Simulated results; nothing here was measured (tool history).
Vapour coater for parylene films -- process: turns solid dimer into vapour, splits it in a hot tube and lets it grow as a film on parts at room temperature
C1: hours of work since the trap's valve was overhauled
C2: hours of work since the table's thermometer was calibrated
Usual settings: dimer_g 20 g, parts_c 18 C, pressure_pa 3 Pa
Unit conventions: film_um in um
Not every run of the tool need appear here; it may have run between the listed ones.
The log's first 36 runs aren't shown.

{"run": 37, "day": 16.667, "dimer_g": 24, "parts_c": 12, "pressure_pa": 10.08, "C1": 129, "C2": 100, "film_um": 4.84}
{"run": 38, "day": 17.092, "dimer_g": 24, "parts_c": 12, "pressure_pa": 10.08, "C1": 138, "C2": 109, "film_um": 4.83}
{"run": 39, "day": 17.429, "dimer_g": 21, "parts_c": 11, "pressure_pa": 5.33, "C1": 145, "C2": 116, "film_um": 5}
{"run": 40, "day": 18.067, "dimer_g": 19, "parts_c": 27, "pressure_pa": 4.9, "C1": 158, "C2": 129, "film_um": 2.37}
{"run": 41, "day": 18.396, "dimer_g": 22, "parts_c": 18, "pressure_pa": 5.4, "C1": 165, "C2": 136, "film_um": 3.89}
{"run": 42, "day": 18.875, "dimer_g": 22, "parts_c": 18, "pressure_pa": 5.4, "C1": 175, "C2": 146, "film_um": 3.89}
{"run": 43, "day": 19.479, "dimer_g": 17, "parts_c": 16, "pressure_pa": 5.66, "C1": 187, "C2": 158, "film_um": 3.21}
{"run": 44, "day": 19.921, "dimer_g": 17, "parts_c": 16, "pressure_pa": 5.66, "C1": 197, "C2": 168, "film_um": 3.21}
{"run": 45, "day": 20.571, "dimer_g": 20, "parts_c": 18, "pressure_pa": 3.69, "C1": 210, "C2": 181, "film_um": 3.77}
{"run": 46, "day": 21.042, "dimer_g": 35, "parts_c": 13, "pressure_pa": 10.5, "C1": 220, "C2": 191, "film_um": 6.6}

Consider 3 possible next runs. They are alternatives, not a sequence: every one starts from the tool as it was left by run 46. What does each give?
{"run": "A", "day": 21.629, "dimer_g": 20, "parts_c": 18, "pressure_pa": 9.38, "C1": 232, "C2": 203, "film_um": "?"}
{"run": "B", "day": 21.629, "dimer_g": 20, "parts_c": 18, "pressure_pa": 5.78, "C1": 232, "C2": 203, "film_um": "?"}
{"run": "C", "day": 21.629, "dimer_g": 35, "parts_c": 15, "pressure_pa": 7.96, "C1": 232, "C2": 203, "film_um": "?"}

run=A film_um=3.15
run=B film_um=3.44
run=C film_um=6.45
Take away the tool's hidden state, keep each run's random variation, and the runs would have read:
run=A film_um=3.25
run=B film_um=3.55
run=C film_um=6.67
